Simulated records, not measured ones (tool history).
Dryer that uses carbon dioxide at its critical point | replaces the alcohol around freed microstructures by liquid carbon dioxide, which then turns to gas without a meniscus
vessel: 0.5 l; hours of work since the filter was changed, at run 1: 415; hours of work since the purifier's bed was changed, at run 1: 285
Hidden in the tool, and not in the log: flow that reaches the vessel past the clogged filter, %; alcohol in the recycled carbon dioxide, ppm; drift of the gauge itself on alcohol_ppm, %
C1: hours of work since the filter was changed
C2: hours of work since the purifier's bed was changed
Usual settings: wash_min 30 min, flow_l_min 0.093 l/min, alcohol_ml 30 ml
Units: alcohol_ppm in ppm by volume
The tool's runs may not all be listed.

{"run": 1, "day": 0.0, "wash_min": 30, "flow_l_min": 0.093, "alcohol_ml": 30, "C1": 415, "C2": 285, "alcohol_ppm": 839}
{"run": 2, "day": 0.775, "wash_min": 26, "flow_l_min": 0.093, "alcohol_ml": 30, "C1": 421, "C2": 292, "alcohol_ppm": 1420}
{"day": 1.783, "done": "inlet filter changed"}
{"run": 3, "day": 1.917, "wash_min": 26, "flow_l_min": 0.093, "alcohol_ml": 30, "C1": 1, "C2": 301, "alcohol_ppm": 1092}
{"run": 4, "day": 2.917, "wash_min": 26, "flow_l_min": 0.093, "alcohol_ml": 30, "C1": 10, "C2": 310, "alcohol_ppm": 1090}
{"run": 5, "day": 3.421, "wash_min": 30, "flow_l_min": 0.093, "alcohol_ml": 30, "C1": 14, "C2": 315, "alcohol_ppm": 604}
{"run": 6, "day": 3.9, "wash_min": 30, "flow_l_min": 0.093, "alcohol_ml": 21, "C1": 18, "C2": 319, "alcohol_ppm": 422}
{"run": 7, "day": 4.792, "wash_min": 30, "flow_l_min": 0.093, "alcohol_ml": 21, "C1": 26, "C2": 326, "alcohol_ppm": 440}
{"run": 8, "day": 5.5, "wash_min": 30, "flow_l_min": 0.093, "alcohol_ml": 30, "C1": 32, "C2": 333, "alcohol_ppm": 627}
{"run": 9, "day": 6.462, "wash_min": 30, "flow_l_min": 0.093, "alcohol_ml": 30, "C1": 41, "C2": 341, "alcohol_ppm": 629}
{"run": 10, "day": 7.329, "wash_min": 19, "flow_l_min": 0.093, "alcohol_ml": 30, "C1": 48, "C2": 348, "alcohol_ppm": 3270}
{"run": 11, "day": 8.071, "wash_min": 18, "flow_l_min": 0.093, "alcohol_ml": 30, "C1": 55, "C2": 355, "alcohol_ppm": 3811}
{"run": 12, "day": 9.083, "wash_min": 18, "flow_l_min": 0.093, "alcohol_ml": 30, "C1": 63, "C2": 364, "alcohol_ppm": 3787}
{"run": 13, "day": 9.608, "wash_min": 18, "flow_l_min": 0.0583, "alcohol_ml": 22, "C1": 68, "C2": 368, "alcohol_ppm": 7688}
{"run": 14, "day": 10.362, "wash_min": 18, "flow_l_min": 0.0583, "alcohol_ml": 22, "C1": 74, "C2": 375, "alcohol_ppm": 7510}
{"run": 15, "day": 11.142, "wash_min": 30, "flow_l_min": 0.0592, "alcohol_ml": 108, "C1": 81, "C2": 382, "alcohol_ppm": 10975}
{"run": 16, "day": 12.154, "wash_min": 20, "flow_l_min": 0.1147, "alcohol_ml": 75, "C1": 90, "C2": 390, "alcohol_ppm": 3697}
{"run": 17, "day": 13.254, "wash_min": 21, "flow_l_min": 0.068, "alcohol_ml": 23, "C1": 100, "C2": 400, "alcohol_ppm": 4373}

Forecast each of these 3 alternatives for the next run:
{"run": "A", "day": 13.746, "wash_min": 24, "flow_l_min": 0.068, "alcohol_ml": 23, "C1": 104, "C2": 404, "alcohol_ppm": "?"}
{"run": "B", "day": 13.746, "wash_min": 29, "flow_l_min": 0.0862, "alcohol_ml": 100, "C1": 104, "C2": 404, "alcohol_ppm": "?"}
{"run": "C", "day": 13.746, "wash_min": 18, "flow_l_min": 0.068, "alcohol_ml": 58, "C1": 104, "C2": 404, "alcohol_ppm": "?"}

run=A alcohol_ppm=3062
run=B alcohol_ppm=3326
run=C alcohol_ppm=15127
Without the tool's hidden state the same runs would have given:
run=A alcohol_ppm=2913
run=B alcohol_ppm=3093
run=C alcohol_ppm=14614

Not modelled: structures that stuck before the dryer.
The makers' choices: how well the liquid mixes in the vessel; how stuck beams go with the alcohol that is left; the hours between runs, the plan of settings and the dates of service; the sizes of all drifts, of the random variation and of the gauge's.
